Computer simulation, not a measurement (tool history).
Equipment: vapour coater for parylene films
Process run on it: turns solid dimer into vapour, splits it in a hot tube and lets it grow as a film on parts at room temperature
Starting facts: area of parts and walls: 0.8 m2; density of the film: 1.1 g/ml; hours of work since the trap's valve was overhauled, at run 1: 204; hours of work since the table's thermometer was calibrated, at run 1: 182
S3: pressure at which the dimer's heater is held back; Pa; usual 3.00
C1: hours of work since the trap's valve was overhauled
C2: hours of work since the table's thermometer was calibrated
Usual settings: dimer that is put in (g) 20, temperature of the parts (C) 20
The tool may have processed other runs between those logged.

run 1 hour=0.0 | dimer_that_is_put_in_(g)=20 temperature_of_the_parts_(C)=20 S3=3.00 | C1=204 C2=182 | thickness_of_the_film_(nm)=15070
run 2 hour=14.5 | dimer_that_is_put_in_(g)=20 temperature_of_the_parts_(C)=14 S3=3.00 | C1=216 C2=194 | thickness_of_the_film_(nm)=19620
run 3 hour=34.0 | dimer_that_is_put_in_(g)=20 temperature_of_the_parts_(C)=20 S3=3.00 | C1=232 C2=210 | thickness_of_the_film_(nm)=15050
run 4 hour=46.2 | dimer_that_is_put_in_(g)=20 temperature_of_the_parts_(C)=20 S3=3.00 | C1=241 C2=220 | thickness_of_the_film_(nm)=14950
run 5 hour=58.5 | dimer_that_is_put_in_(g)=20 temperature_of_the_parts_(C)=20 S3=3.00 | C1=252 C2=230 | thickness_of_the_film_(nm)=14990
run 6 hour=71.0 | dimer_that_is_put_in_(g)=20 temperature_of_the_parts_(C)=20 S3=3.00 | C1=262 C2=240 | thickness_of_the_film_(nm)=15020
run 7 hour=85.5 | dimer_that_is_put_in_(g)=20 temperature_of_the_parts_(C)=20 S3=3.52 | C1=274 C2=252 | thickness_of_the_film_(nm)=14260
run 8 hour=104.3 | dimer_that_is_put_in_(g)=20 temperature_of_the_parts_(C)=14 S3=3.52 | C1=289 C2=268 | thickness_of_the_film_(nm)=18520
-- hour=106.2 table's thermometer calibrated
run 9 hour=121.1 | dimer_that_is_put_in_(g)=20 temperature_of_the_parts_(C)=14 S3=3.52 | C1=302 C2=12 | thickness_of_the_film_(nm)=18280
run 10 hour=134.8 | dimer_that_is_put_in_(g)=20 temperature_of_the_parts_(C)=14 S3=3.52 | C1=313 C2=23 | thickness_of_the_film_(nm)=18170
run 11 hour=153.3 | dimer_that_is_put_in_(g)=12 temperature_of_the_parts_(C)=20 S3=9.79 | C1=328 C2=38 | thickness_of_the_film_(nm)=6490
run 12 hour=170.6 | dimer_that_is_put_in_(g)=12 temperature_of_the_parts_(C)=20 S3=9.79 | C1=342 C2=53 | thickness_of_the_film_(nm)=6520

Hidden state at the last listed run before each entry between runs and at the first one after, where it differs:
After run 8, before run 9: table's thermometer calibrated (hour 106.2)
  vapour lost through the trap's worn valve, %: 12.1 -> 12.6; true temperature of the parts over the reading, C: -0.08 -> -0.13
  measured result minus the result with no hidden state, thickness of the film (nm): -2470 -> -2520
